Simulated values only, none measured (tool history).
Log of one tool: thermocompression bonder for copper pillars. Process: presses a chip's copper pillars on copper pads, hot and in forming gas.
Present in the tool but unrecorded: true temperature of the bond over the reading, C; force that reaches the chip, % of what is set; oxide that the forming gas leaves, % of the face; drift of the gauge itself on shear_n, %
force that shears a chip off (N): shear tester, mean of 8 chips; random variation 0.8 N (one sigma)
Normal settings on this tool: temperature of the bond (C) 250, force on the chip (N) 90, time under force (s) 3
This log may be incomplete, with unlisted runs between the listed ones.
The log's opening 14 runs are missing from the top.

run	hour	temperature of the bond (C)	force on the chip (N)	time under force (s)	hours of work since the heater was calibrated	hours of work since the force cell was calibrated	hours of work since the gas filter was changed	force that shears a chip off (N)
15	91	263	90	3	220	481	19	65.8
16	100	250	90	3	226	488	26	59.5
17	104.8	250	90	3	230	492	30	59.3
18	112.9	228	90	3	236	498	36	46.4
19	122.4	249	90	9	244	505	44	82.7
20	127.6	231	70	2	248	509	48	31.3
21	134.2	231	70	2	253	514	53	31.7
22	143	231	70	2	259	521	59	31.6
23	148.7	231	70	2	264	525	64	31.7
24	154.4	277	69	2	268	530	68	52.4
25	161	278	125	7	273	535	73	108.4
26	167.5	278	125	7	278	540	78	108
27	171.6	255	110	3	281	543	81	69.9
28	177.4	255	110	3	286	547	86	71.9
29	186.8	250	90	4	293	554	93	63.8
30	193	250	90	4	298	559	98	63.1
31	200.1	241	90	3	303	565	103	52.4
32	206.2	259	134	3	308	569	108	82.1
33	214.3	255	134	3	314	576	114	80.4
34	220.2	277	107	3	319	580	119	81.4
35	229	277	107	3	325	587	125	79.8
36	237.8	277	107	3	332	594	132	82.4

What if the next run were any one of these 4? Each begins from the tool's condition after run 36:
A	245.5	273	111	6	338	599	138	?
B	245.5	250	107	3	338	599	138	?
C	245.5	272	107	3	338	599	138	?
D	245.5	270	122	6	338	599	138	?

run	force that shears a chip off (N)
A	94.1
B	64.9
C	81.3
D	96.6
The same runs, with their run-to-run variation unchanged, on a tool lacking any hidden condition would have given:
run	force that shears a chip off (N)
A	102
B	72.2
C	89.4
D	104.5
